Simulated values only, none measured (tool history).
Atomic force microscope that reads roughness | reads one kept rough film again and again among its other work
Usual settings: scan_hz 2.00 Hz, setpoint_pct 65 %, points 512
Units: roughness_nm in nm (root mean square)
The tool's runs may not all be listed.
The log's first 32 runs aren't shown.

run 33 hour=293.8 | scan_hz=2.62 setpoint_pct=83 points=463 | roughness_nm=3.439
run 34 hour=299.7 | scan_hz=2.62 setpoint_pct=83 points=463 | roughness_nm=3.399
run 35 hour=310.6 | scan_hz=2.62 setpoint_pct=83 points=463 | roughness_nm=3.315
run 36 hour=319.4 | scan_hz=2.62 setpoint_pct=83 points=463 | roughness_nm=3.220
run 37 hour=326.0 | scan_hz=2.62 setpoint_pct=83 points=323 | roughness_nm=3.171
-- hour=329.8 height scale calibrated on a step standard, once more
run 38 hour=336.6 | scan_hz=0.97 setpoint_pct=78 points=512 | roughness_nm=3.329
run 39 hour=349.4 | scan_hz=2.78 setpoint_pct=65 points=512 | roughness_nm=3.205
run 40 hour=361.8 | scan_hz=2.78 setpoint_pct=65 points=512 | roughness_nm=3.128
run 41 hour=367.8 | scan_hz=0.74 setpoint_pct=65 points=512 | roughness_nm=3.160
run 42 hour=375.8 | scan_hz=0.74 setpoint_pct=65 points=512 | roughness_nm=3.134
run 43 hour=382.0 | scan_hz=0.74 setpoint_pct=65 points=512 | roughness_nm=3.089
run 44 hour=387.3 | scan_hz=1.14 setpoint_pct=83 points=392 | roughness_nm=2.937
run 45 hour=393.0 | scan_hz=1.14 setpoint_pct=69 points=430 | roughness_nm=2.996
run 46 hour=399.2 | scan_hz=1.17 setpoint_pct=64 points=489 | roughness_nm=2.980
-- hour=400.3 new tip fitted
run 47 hour=407.5 | scan_hz=1.17 setpoint_pct=64 points=489 | roughness_nm=3.936
run 48 hour=420.3 | scan_hz=1.64 setpoint_pct=86 points=294 | roughness_nm=3.606
run 49 hour=432.3 | scan_hz=2.78 setpoint_pct=63 points=846 | roughness_nm=3.644
run 50 hour=443.6 | scan_hz=1.49 setpoint_pct=63 points=486 | roughness_nm=3.594
run 51 hour=453.0 | scan_hz=2.00 setpoint_pct=61 points=720 | roughness_nm=3.502
run 52 hour=461.9 | scan_hz=2.00 setpoint_pct=60 points=847 | roughness_nm=3.436

Forecast each of these 4 alternatives for the next run:
run A hour=474.7 | scan_hz=3.33 setpoint_pct=70 points=359 | roughness_nm=?
run B hour=474.7 | scan_hz=1.18 setpoint_pct=60 points=847 | roughness_nm=?
run C hour=474.7 | scan_hz=1.16 setpoint_pct=69 points=847 | roughness_nm=?
run D hour=474.7 | scan_hz=0.88 setpoint_pct=76 points=792 | roughness_nm=?

run=A roughness_nm=3.202
run=B roughness_nm=3.395
run=C roughness_nm=3.304
run=D roughness_nm=3.335
Without the tool's hidden state the same runs would have given:
run=A roughness_nm=3.873
run=B roughness_nm=4.105
run=C roughness_nm=3.995
run=D roughness_nm=4.034

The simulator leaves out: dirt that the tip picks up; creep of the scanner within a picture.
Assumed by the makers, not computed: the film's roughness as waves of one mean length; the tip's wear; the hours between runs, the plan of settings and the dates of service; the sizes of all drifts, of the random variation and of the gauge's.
